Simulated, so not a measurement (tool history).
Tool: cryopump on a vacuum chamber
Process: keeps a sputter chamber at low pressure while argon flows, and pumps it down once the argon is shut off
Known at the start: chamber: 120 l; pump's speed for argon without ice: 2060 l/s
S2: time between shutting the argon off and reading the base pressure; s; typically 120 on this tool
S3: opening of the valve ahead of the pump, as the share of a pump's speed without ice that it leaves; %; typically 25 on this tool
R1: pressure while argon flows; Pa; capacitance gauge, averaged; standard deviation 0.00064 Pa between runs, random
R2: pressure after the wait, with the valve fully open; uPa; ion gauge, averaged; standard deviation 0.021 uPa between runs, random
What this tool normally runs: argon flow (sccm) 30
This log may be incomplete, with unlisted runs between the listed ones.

run 1 hour=0 | argon_flow_(sccm)=30 S2=120 S3=25 | R1=0.099 R2=0.5
run 2 hour=27.2 | argon_flow_(sccm)=30 S2=29 S3=25 | R1=0.1002 R2=1.42
run 3 hour=54.1 | argon_flow_(sccm)=30 S2=29 S3=25 | R1=0.0993 R2=1.44
run 4 hour=71.2 | argon_flow_(sccm)=30 S2=29 S3=25 | R1=0.101 R2=1.47
run 5 hour=94.7 | argon_flow_(sccm)=30 S2=120 S3=25 | R1=0.101 R2=0.55
run 6 hour=127.1 | argon_flow_(sccm)=30 S2=120 S3=25 | R1=0.1008 R2=0.57
run 7 hour=145.1 | argon_flow_(sccm)=30 S2=251 S3=25 | R1=0.1017 R2=0.43
run 8 hour=175.4 | argon_flow_(sccm)=30 S2=251 S3=25 | R1=0.1004 R2=0.45
run 9 hour=198.6 | argon_flow_(sccm)=30 S2=120 S3=36 | R1=0.0708 R2=0.6
run 10 hour=231 | argon_flow_(sccm)=30 S2=120 S3=36 | R1=0.0721 R2=0.62
run 11 hour=252.2 | argon_flow_(sccm)=55 S2=120 S3=25 | R1=0.1869 R2=0.6
run 12 hour=273.1 | argon_flow_(sccm)=55 S2=120 S3=25 | R1=0.1856 R2=0.69
run 13 hour=291.8 | argon_flow_(sccm)=55 S2=120 S3=25 | R1=0.1873 R2=0.65
run 14 hour=314.2 | argon_flow_(sccm)=55 S2=120 S3=25 | R1=0.1857 R2=0.68
run 15 hour=336.8 | argon_flow_(sccm)=55 S2=120 S3=25 | R1=0.1875 R2=0.7
run 16 hour=352.5 | argon_flow_(sccm)=55 S2=120 S3=25 | R1=0.1869 R2=0.7
run 17 hour=376.2 | argon_flow_(sccm)=30 S2=120 S3=25 | R1=0.1016 R2=0.7
run 18 hour=410 | argon_flow_(sccm)=30 S2=120 S3=25 | R1=0.1032 R2=0.76
run 19 hour=438.5 | argon_flow_(sccm)=20 S2=120 S3=25 | R1=0.0691 R2=0.77

Forecast run 20:
run 20 hour=460 | argon_flow_(sccm)=20 S2=120 S3=25 | R1=? R2=?

Run 20 gave R1 0.0682 Pa, R2 0.79 uPa.
Were there no unlogged condition in the tool, this run, its random variation unchanged, would have produced R1 0.0652 Pa, R2 0.44 uPa.

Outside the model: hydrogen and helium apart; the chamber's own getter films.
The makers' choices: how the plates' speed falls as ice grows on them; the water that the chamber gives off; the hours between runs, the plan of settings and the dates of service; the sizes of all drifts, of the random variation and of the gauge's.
